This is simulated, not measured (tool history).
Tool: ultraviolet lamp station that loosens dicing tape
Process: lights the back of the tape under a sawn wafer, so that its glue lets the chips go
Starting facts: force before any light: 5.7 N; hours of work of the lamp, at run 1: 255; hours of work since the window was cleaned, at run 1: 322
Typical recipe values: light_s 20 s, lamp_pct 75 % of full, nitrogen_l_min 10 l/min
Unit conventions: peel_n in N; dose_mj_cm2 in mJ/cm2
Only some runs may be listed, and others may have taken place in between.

run,day,light_s,lamp_pct,nitrogen_l_min,hours of work of the lamp,hours of work since the window was cleaned,peel_n,dose_mj_cm2
1,0.000,20,75,10,255,322,0.531,383
2,1.383,20,75,10,281,348,0.537,385
3,2.438,20,75,10,300,367,0.544,385
4,3.508,20,75,10,320,387,0.524,383
# day 3.792: window cleaned of glue's vapour
5,5.162,20,75,7,350,25,0.649,384
6,7.075,20,75,10,386,61,0.534,382
7,8.571,20,75,10,413,88,0.528,386
8,9.558,20,75,5,431,106,0.761,384
9,11.362,20,75,5,465,140,0.773,386
10,13.138,20,75,5,497,172,0.804,385
11,14.258,20,75,5,518,193,0.780,384
12,16.033,20,75,3,551,226,1.019,387
13,17.404,20,75,4,576,251,0.899,389
14,18.596,11,85,10,598,273,1.175,235
15,19.475,27,75,11,614,289,0.310,517
16,20.971,27,75,11,642,317,0.314,515
17,22.412,27,75,11,668,343,0.300,517
18,23.612,25,88,10,690,365,0.282,564
# day 25.046: window cleaned of glue's vapour
19,25.612,25,88,10,727,10,0.282,561
20,27.179,25,88,10,756,39,0.277,562
21,28.379,25,74,8,778,61,0.396,477

Below are 5 alternative next runs, each starting from the tool's condition after run 21. Predict each:
A,29.575,33,64,13,800,83,?,?
B,29.575,11,74,8,800,83,?,?
C,29.575,24,65,6,800,83,?,?
D,29.575,20,82,10,800,83,?,?
E,29.575,24,67,10,800,83,?,?

run,peel_n,dose_mj_cm2
A,0.255,541
B,1.527,210
C,0.638,398
D,0.479,422
E,0.502,409
With no hidden state in the tool, these same runs would have given:
run,peel_n,dose_mj_cm2
A,0.254,543
B,1.523,211
C,0.635,399
D,0.477,423
E,0.500,410

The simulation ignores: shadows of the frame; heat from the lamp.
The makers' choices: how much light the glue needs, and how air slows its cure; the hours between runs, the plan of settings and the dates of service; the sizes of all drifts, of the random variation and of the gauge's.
